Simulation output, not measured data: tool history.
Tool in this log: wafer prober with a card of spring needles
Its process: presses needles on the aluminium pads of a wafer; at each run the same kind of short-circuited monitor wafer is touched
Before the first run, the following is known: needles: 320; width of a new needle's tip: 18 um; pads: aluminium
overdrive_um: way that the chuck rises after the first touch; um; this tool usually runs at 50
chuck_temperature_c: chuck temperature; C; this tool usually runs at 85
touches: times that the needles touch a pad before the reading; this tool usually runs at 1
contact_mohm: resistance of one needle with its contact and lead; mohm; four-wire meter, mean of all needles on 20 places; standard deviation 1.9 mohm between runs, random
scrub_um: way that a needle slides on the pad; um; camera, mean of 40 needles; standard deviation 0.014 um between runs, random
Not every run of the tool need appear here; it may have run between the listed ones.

run	hour	overdrive_um	chuck_temperature_c	touches	contact_mohm	scrub_um
1	0	50	85	1	203	12.51
# hour 8.7: tips cleaned on abrasive film
2	14.9	50	85	1	206	12.51
3	28.9	50	85	1	207	12.51
# hour 31.3: tips cleaned on abrasive film
4	41.3	50	85	1	201	12.52
# hour 54.2: tips cleaned on abrasive film
5	62.2	50	85	1	204	12.56
6	71.7	50	85	1	204	12.56
# hour 76.6: tips cleaned on abrasive film
7	81.5	46	85	1	207	11.56
# hour 99.1: tips cleaned on abrasive film
8	99.1	42	85	1	206	10.57
9	108.2	42	37	1	198	10.57
10	119.9	42	37	1	197	10.59
# hour 121.3: tips cleaned on abrasive film
11	140.7	50	85	1	203	12.63
# hour 144.4: tips cleaned on abrasive film
12	159.3	50	43	1	193	12.64
# hour 166.7: tips cleaned on abrasive film
13	174.9	50	85	2	202	12.64
# hour 190.2: tips cleaned on abrasive film
14	193	50	85	1	206	12.65
15	208	50	85	1	206	12.68
# hour 213.4: tips cleaned on abrasive film
16	221.2	50	85	3	207	12.66
17	230	50	85	3	201	12.7
# hour 236.2: tips cleaned on abrasive film
18	247	50	29	3	192	12.69
# hour 259.1: tips cleaned on abrasive film
19	260.8	50	29	3	195	12.7
20	270.8	48	113	1	212	12.2
# hour 281.9: tips cleaned on abrasive film
21	291	31	49	3	206	7.9
# hour 299.7: gauge calibrated
# hour 304.2: tips cleaned on abrasive film
22	306.7	35	107	1	223	8.75
23	315.8	35	107	1	218	8.77
# hour 326.5: tips cleaned on abrasive film
24	326.5	50	33	3	191	12.54
25	342.1	50	33	3	189	12.55
# hour 349.8: tips cleaned on abrasive film
26	352.8	55	54	2	194	13.79
27	363.7	50	94	1	203	12.54
# hour 372.3: tips cleaned on abrasive film
28	380.7	51	69	3	201	12.83
29	392.7	50	89	2	206	12.58
# hour 394.7: tips cleaned on abrasive film
30	408.3	33	123	1	228	8.3

4 ways to go on from here, each from the tool as it stands after run 30. What would each give?
# hour 417.1: tips cleaned on abrasive film
A	427.4	64	27	1	?	?
# hour 417.1: tips cleaned on abrasive film
B	427.4	42	33	2	?	?
# hour 417.1: tips cleaned on abrasive film
C	427.4	39	120	1	?	?
# hour 417.1: tips cleaned on abrasive film
D	427.4	40	91	2	?	?

run	contact_mohm	scrub_um
A	189	16.14
B	194	10.59
C	222	9.85
D	208	10.1
Stripped of hidden state, with their random variation kept, the same runs would have yielded:
run	contact_mohm	scrub_um
A	189	16.01
B	194	10.5
C	222	9.78
D	208	10.02

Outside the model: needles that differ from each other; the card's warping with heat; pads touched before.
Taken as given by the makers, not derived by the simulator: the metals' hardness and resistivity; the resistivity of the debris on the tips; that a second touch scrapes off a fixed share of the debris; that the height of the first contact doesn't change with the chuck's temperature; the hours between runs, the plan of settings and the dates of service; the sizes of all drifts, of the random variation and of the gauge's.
